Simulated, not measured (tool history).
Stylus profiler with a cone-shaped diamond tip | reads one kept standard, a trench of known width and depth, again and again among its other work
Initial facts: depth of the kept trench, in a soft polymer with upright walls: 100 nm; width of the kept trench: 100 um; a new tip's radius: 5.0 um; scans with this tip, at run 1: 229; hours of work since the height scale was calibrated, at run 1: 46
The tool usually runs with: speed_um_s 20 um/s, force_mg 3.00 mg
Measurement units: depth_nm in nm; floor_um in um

run	day	speed_um_s	force_mg	scans with this tip	hours of work since the height scale was calibrated	depth_nm	floor_um
1	0.000	20	3.00	229	46	101.98	97.97
2	0.912	73	3.00	308	62	101.99	97.77
3	2.600	6	3.00	454	92	101.98	98.01
4	4.138	6	3.00	587	118	102.00	98.01
5	5.242	6	3.00	683	138	102.02	97.98
6	7.117	10	3.00	845	170	102.00	97.95
7	8.538	10	3.00	968	195	101.99	97.93
8	9.712	8	5.71	1070	215	103.05	97.92
9	11.500	17	2.25	1224	246	101.70	97.93
# day 11.692: height scale calibrated on a step standard
10	13.312	65	4.33	1379	28	102.64	97.80
11	15.238	16	3.00	1546	62	102.04	97.90
12	16.858	8	4.47	1686	90	102.69	97.92
13	18.200	8	4.47	1802	113	102.68	97.95
14	19.467	45	7.76	1911	135	103.82	97.89

Subtracting, for every run, the result it would have given without the tool's unlogged condition from the measured result gives the following. The same run-to-run variation enters both numbers; the gauge's scatter may not:
Unlogged tool condition in this case: radius of the tip, um; height scale over the true one, %; drift of the gauge itself on depth_nm, %; drift of the gauge itself on floor_um, %.
run	depth_nm	floor_um
1	+0.02	+0.01
2	+0.03	+0.01
3	+0.03	+0.01
4	+0.03	+0.00
5	+0.04	-0.01
6	+0.05	-0.02
7	+0.05	-0.02
8	+0.06	-0.02
9	+0.07	-0.04
10	+0.11	-0.04
11	+0.11	-0.05
12	+0.11	-0.06
13	+0.12	-0.06
14	+0.13	-0.07
